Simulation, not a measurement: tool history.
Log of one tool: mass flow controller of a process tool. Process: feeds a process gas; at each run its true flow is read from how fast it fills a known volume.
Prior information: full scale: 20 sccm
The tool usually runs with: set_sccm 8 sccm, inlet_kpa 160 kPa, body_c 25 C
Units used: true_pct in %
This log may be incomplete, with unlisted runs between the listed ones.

| run | hour | set_sccm | inlet_kpa | body_c | true_pct |
|---|---|---|---|---|---|
| 1 | 0 | 8 | 160 | 25 | 98.74 |
| 2 | 148.5 | 8 | 160 | 22 | 98.62 |
| 3 | 406.3 | 8 | 207 | 25 | 98.71 |
| 4 | 531 | 8 | 207 | 25 | 98.66 |
| 5 | 779.8 | 8 | 207 | 25 | 98.73 |
| 6 | 959.4 | 3 | 160 | 25 | 99.02 |
| 7 | 1140.5 | 3 | 160 | 25 | 99.2 |
| 8 | 1349.2 | 3 | 160 | 25 | 99.43 |
| 9 | 1565.2 | 3 | 160 | 25 | 99.46 |
| 10 | 1699.7 | 8 | 160 | 25 | 99.43 |
| 11 | 1819.1 | 8 | 160 | 25 | 99.41 |
| 12 | 2049.7 | 8 | 160 | 25 | 99.51 |
| 13 | 2232.3 | 8 | 179 | 25 | 99.45 |
| 14 | 2482.1 | 8 | 179 | 25 | 99.49 |
| 15 | 2618 | 4 | 175 | 40 | 101.45 |
| 16 | 2815.7 | 8 | 160 | 34 | 100.72 |
| 17 | 2944.8 | 13 | 248 | 31 | 100.21 |
| 18 | 3161.7 | 13 | 248 | 31 | 100.36 |
| 19 | 3372.3 | 13 | 248 | 31 | 100.34 |
| 20 | 3581.8 | 13 | 248 | 31 | 100.5 |
| 21 | 3746.8 | 5 | 212 | 21 | 99.53 |
| 22 | 3976 | 2 | 244 | 28 | 102.34 |

Alternative continuations, all from the tool just after run 22; predict every row:
| A | 4198.4 | 8 | 160 | 36 | ? |
| B | 4198.4 | 15 | 244 | 39 | ? |
| C | 4198.4 | 8 | 160 | 32 | ? |
| D | 4198.4 | 2 | 244 | 23 | ? |

| run | true_pct |
|---|---|
| A | 101.55 |
| B | 101.45 |
| C | 101.08 |
| D | 102.09 |
What these runs would have given with no unlogged condition in the tool:
| run | true_pct |
|---|---|
| A | 99.89 |
| B | 100.32 |
| C | 99.41 |
| D | 97.02 |
